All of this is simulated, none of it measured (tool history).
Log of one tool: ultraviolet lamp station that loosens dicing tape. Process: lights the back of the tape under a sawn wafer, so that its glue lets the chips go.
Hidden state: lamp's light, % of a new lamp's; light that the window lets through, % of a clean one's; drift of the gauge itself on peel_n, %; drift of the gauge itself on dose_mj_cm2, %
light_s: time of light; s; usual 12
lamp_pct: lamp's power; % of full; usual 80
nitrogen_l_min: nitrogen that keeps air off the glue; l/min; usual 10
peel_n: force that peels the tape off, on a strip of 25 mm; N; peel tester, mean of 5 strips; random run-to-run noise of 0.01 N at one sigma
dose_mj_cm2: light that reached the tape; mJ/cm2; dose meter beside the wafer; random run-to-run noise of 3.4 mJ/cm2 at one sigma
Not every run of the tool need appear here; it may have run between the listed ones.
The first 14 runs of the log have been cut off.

run,hour,light_s,lamp_pct,nitrogen_l_min,hours of work of the lamp,hours of work since the window was cleaned,peel_n,dose_mj_cm2
15,208.5,12,80,19,528,259,0.517,407
16,225.5,12,80,19,541,272,0.529,402
17,244.5,12,62,18,555,286,0.862,316
18,257.9,8,97,5,565,296,1.696,326
19,276.3,8,97,5,578,309,1.706,321
20,297,8,97,5,593,325,1.729,319
21,307.5,15,90,15,601,332,0.324,554
22,325.2,15,90,15,614,345,0.316,548
23,346.4,15,90,15,630,361,0.326,541
24,368.5,10,61,17,646,377,1.373,246
25,381.5,7,80,9,656,387,2.011,218
26,400.8,7,80,9,670,401,2.076,218
27,420.8,12,80,5,685,416,1.427,367
28,436.2,15,100,5,696,427,0.711,578
29,449.8,8,80,20,706,437,1.266,244
30,468,13,80,19,719,451,0.554,387
31,487.6,12,75,6,734,465,1.504,331
32,498.9,10,72,5,742,473,2.15,269

4 ways to go on from here, each from the tool as it stands after run 32. What would each give?
A,521.9,10,87,5,759,490,?,?
B,521.9,16,92,10,759,490,?,?
C,521.9,20,80,10,759,490,?,?
D,521.9,24,81,3,759,490,?,?

run,peel_n,dose_mj_cm2
A,1.807,316
B,0.439,538
C,0.362,585
D,0.688,707
Without the tool's hidden state the same runs would have given:
run,peel_n,dose_mj_cm2
A,0.969,490
B,0.162,836
C,0.138,905
D,0.263,1094
